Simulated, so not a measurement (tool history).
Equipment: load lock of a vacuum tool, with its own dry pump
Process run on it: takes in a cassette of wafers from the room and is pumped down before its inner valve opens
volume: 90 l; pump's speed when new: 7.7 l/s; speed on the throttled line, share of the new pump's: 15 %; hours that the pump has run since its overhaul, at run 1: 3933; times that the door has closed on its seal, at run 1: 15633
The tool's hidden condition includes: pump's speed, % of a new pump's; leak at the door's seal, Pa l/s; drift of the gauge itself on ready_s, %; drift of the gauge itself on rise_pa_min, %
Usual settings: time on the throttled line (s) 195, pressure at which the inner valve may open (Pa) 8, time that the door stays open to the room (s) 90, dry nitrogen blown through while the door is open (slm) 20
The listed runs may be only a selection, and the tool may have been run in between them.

| run | day | time on the throttled line (s) | pressure at which the inner valve may open (Pa) | time that the door stays open to the room (s) | dry nitrogen blown through while the door is open (slm) | hours that the pump has run since its overhaul | times that the door has closed on its seal | incoming humidity of the room's air, % | time from the closed door until the inner valve may open (s) | rise of the pressure with all valves shut (Pa/min) |
|---|---|---|---|---|---|---|---|---|---|---|
| 1 | 0.000 | 195 | 8 | 90 | 20 | 3933 | 15633 | 48.4 | 282.7 | 0.339 |
| 2 | 3.279 | 202 | 8 | 90 | 20 | 4012 | 15855 | 43.1 | 285.3 | 0.343 |
| 3 | 6.571 | 125 | 8 | 90 | 20 | 4091 | 16078 | 43.5 | 222.6 | 0.355 |
| 4 | 9.229 | 125 | 8 | 106 | 20 | 4155 | 16258 | 46.5 | 224.7 | 0.356 |
| 5 | 12.383 | 124 | 8 | 90 | 20 | 4230 | 16472 | 43.2 | 221.0 | 0.368 |
| 6 | 15.983 | 124 | 8 | 90 | 20 | 4317 | 16716 | 44.7 | 221.8 | 0.370 |
| 7 | 18.938 | 124 | 8 | 90 | 20 | 4388 | 16916 | 46.0 | 221.4 | 0.374 |
| 8 | 21.754 | 195 | 15 | 90 | 20 | 4455 | 17107 | 44.2 | 271.6 | 0.379 |
| 9 | 23.929 | 195 | 15 | 90 | 20 | 4508 | 17255 | 43.7 | 275.3 | 0.401 |
| 10 | 25.929 | 195 | 15 | 90 | 20 | 4556 | 17390 | 44.9 | 272.1 | 0.403 |
| 11 | 29.604 | 195 | 8 | 90 | 20 | 4644 | 17639 | 46.0 | 280.2 | 0.411 |
| 12 | 33.183 | 195 | 8 | 90 | 20 | 4730 | 17881 | 46.4 | 279.1 | 0.405 |
| 13 | 35.054 | 195 | 8 | 90 | 20 | 4775 | 18008 | 46.7 | 282.3 | 0.412 |
| 14 | 37.350 | 195 | 8 | 90 | 20 | 4830 | 18164 | 44.8 | 284.1 | 0.432 |
| 15 | 40.900 | 195 | 8 | 90 | 20 | 4915 | 18404 | 45.0 | 282.7 | 0.429 |
| 16 | 44.100 | 195 | 8 | 90 | 20 | 4992 | 18621 | 48.4 | 284.7 | 0.437 |
| 17 | 46.912 | 171 | 8 | 90 | 20 | 5059 | 18811 | 43.3 | 262.7 | 0.445 |
| 18 | 48.900 | 171 | 8 | 90 | 20 | 5107 | 18946 | 47.5 | 260.9 | 0.452 |
| 19 | 52.788 | 195 | 14 | 90 | 20 | 5200 | 19210 | 44.3 | 278.3 | 0.443 |
| 20 | 55.221 | 98 | 14 | 68 | 20 | 5259 | 19375 | 44.2 | 191.7 | 0.456 |
| 21 | 59.729 | 98 | 9 | 68 | 20 | 5367 | 19680 | 47.2 | 197.6 | 0.484 |
| 22 | 61.708 | 321 | 9 | 72 | 20 | 5414 | 19814 | 43.5 | 387.7 | 0.482 |
| 23 | 64.500 | 195 | 8 | 161 | 20 | 5481 | 20003 | 47.3 | 282.4 | 0.506 |
| 24 | 68.388 | 195 | 8 | 161 | 20 | 5575 | 20266 | 46.5 | 283.6 | 0.497 |
| 25 | 72.379 | 158 | 10 | 71 | 34 | 5670 | 20537 | 44.2 | 249.1 | 0.497 |
| 26 | 75.117 | 109 | 10 | 115 | 39 | 5736 | 20722 | 46.3 | 208.7 | 0.507 |
| 27 | 77.375 | 109 | 10 | 115 | 39 | 5790 | 20875 | 43.5 | 205.9 | 0.515 |
| 28 | 79.900 | 142 | 8 | 149 | 37 | 5851 | 21046 | 48.3 | 240.1 | 0.528 |
| 29 | 83.642 | 195 | 8 | 128 | 11 | 5941 | 21300 | 43.9 | 284.8 | 0.547 |
| 30 | 85.979 | 109 | 16 | 32 | 20 | 5997 | 21458 | 44.5 | 202.4 | 0.534 |
| 31 | 89.079 | 175 | 8 | 48 | 20 | 6071 | 21668 | 45.2 | 265.3 | 0.539 |
| 32 | 93.104 | 195 | 9 | 90 | 4 | 6168 | 21941 | 43.0 | 280.7 | 0.583 |
| 33 | 96.429 | 223 | 9 | 75 | 20 | 6248 | 22166 | 45.3 | 302.4 | 0.555 |
| 34 | 99.917 | 223 | 9 | 75 | 20 | 6331 | 22403 | 48.7 | 307.4 | 0.584 |
| 35 | 103.196 | 223 | 9 | 75 | 20 | 6410 | 22625 | 46.1 | 302.5 | 0.585 |
| 36 | 106.483 | 115 | 7 | 41 | 35 | 6489 | 22848 | 46.8 | 216.5 | 0.592 |
| 37 | 109.325 | 115 | 7 | 41 | 35 | 6557 | 23040 | 48.9 | 217.9 | 0.595 |

Run by run, hidden condition taken away, random variation retained:
| run | time from the closed door until the inner valve may open (s) | rise of the pressure with all valves shut (Pa/min) |
|---|---|---|
| 1 | 278.7 | 0.039 |
| 2 | 281.6 | 0.037 |
| 3 | 217.9 | 0.039 |
| 4 | 220.0 | 0.040 |
| 5 | 216.2 | 0.038 |
| 6 | 216.9 | 0.040 |
| 7 | 216.4 | 0.037 |
| 8 | 267.5 | 0.037 |
| 9 | 271.1 | 0.042 |
| 10 | 267.9 | 0.041 |
| 11 | 275.6 | 0.043 |
| 12 | 274.4 | 0.034 |
| 13 | 277.5 | 0.039 |
| 14 | 279.2 | 0.042 |
| 15 | 277.7 | 0.038 |
| 16 | 279.6 | 0.042 |
| 17 | 257.3 | 0.037 |
| 18 | 255.5 | 0.040 |
| 19 | 273.7 | 0.034 |
| 20 | 186.2 | 0.032 |
| 21 | 191.4 | 0.040 |
| 22 | 383.5 | 0.039 |
| 23 | 276.8 | 0.057 |
| 24 | 277.9 | 0.045 |
| 25 | 243.3 | 0.029 |
| 26 | 202.4 | 0.035 |
| 27 | 199.6 | 0.031 |
| 28 | 233.6 | 0.040 |
| 29 | 278.7 | 0.051 |
| 30 | 195.9 | 0.027 |
| 31 | 258.9 | 0.031 |
| 32 | 274.5 | 0.059 |
| 33 | 296.5 | 0.028 |
| 34 | 301.2 | 0.038 |
| 35 | 296.4 | 0.035 |
| 36 | 208.8 | 0.029 |
| 37 | 210.1 | 0.024 |

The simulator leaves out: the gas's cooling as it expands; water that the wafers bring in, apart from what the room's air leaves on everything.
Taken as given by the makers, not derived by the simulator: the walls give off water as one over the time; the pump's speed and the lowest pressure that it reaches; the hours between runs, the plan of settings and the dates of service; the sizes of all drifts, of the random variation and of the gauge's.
